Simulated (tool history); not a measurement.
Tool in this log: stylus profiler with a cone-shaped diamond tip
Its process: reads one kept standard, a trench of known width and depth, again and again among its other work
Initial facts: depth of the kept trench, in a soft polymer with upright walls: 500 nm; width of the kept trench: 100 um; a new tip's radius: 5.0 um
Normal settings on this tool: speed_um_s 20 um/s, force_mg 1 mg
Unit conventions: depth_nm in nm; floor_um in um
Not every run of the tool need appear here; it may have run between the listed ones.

run,day,speed_um_s,force_mg,depth_nm,floor_um
1,0,20,1,504.9,95.54
2,2.621,20,1,504.83,95.61
3,5.492,17,1,504.58,95.56
4,7.567,17,1,504.8,95.56
5,10.029,17,1,504.94,95.66
6,11.65,20,1,504.55,95.56
7,13.304,20,1,504.9,95.59
8,15.058,20,1,504.83,95.56
9,17.05,7,1,504.7,95.62
10,19.3,20,1,504.68,95.62
11,22.171,20,1,504.88,95.52
12,25.054,20,0.45,502.97,95.56
13,26.912,20,2.85,509.61,95.6
14,28.721,20,1,504.65,95.59
15,30.704,17,0.5,502.93,95.54
16,32.096,17,0.5,502.99,95.6
17,33.846,17,0.5,502.9,95.54
18,36.146,36,0.63,503.69,95.5
19,37.942,24,0.49,502.82,95.57
20,39.85,24,0.49,503.13,95.49
21,42.596,8,2.66,509.13,95.65
22,45.158,27,0.35,502.42,95.48
23,46.588,7,2.59,508.89,95.65
24,47.921,25,0.44,503,95.52
25,50.188,25,0.44,502.72,95.55
26,52.308,24,1,504.67,95.58
27,54.408,24,1,504.86,95.59

Predict each of these 5 candidate next runs independently; none follows another, all start after run 27:
A,56.954,10,0.36,?,?
B,56.954,6,0.65,?,?
C,56.954,20,1.94,?,?
D,56.954,24,0.65,?,?
E,56.954,15,0.48,?,?

run,depth_nm,floor_um
A,502.6,95.58
B,503.36,95.63
C,507.68,95.64
D,503.47,95.52
E,502.93,95.57
The same runs, with their run-to-run variation unchanged, on a tool lacking any hidden condition would have given:
run,depth_nm,floor_um
A,502.61,95.58
B,503.37,95.63
C,507.68,95.64
D,503.48,95.52
E,502.93,95.58
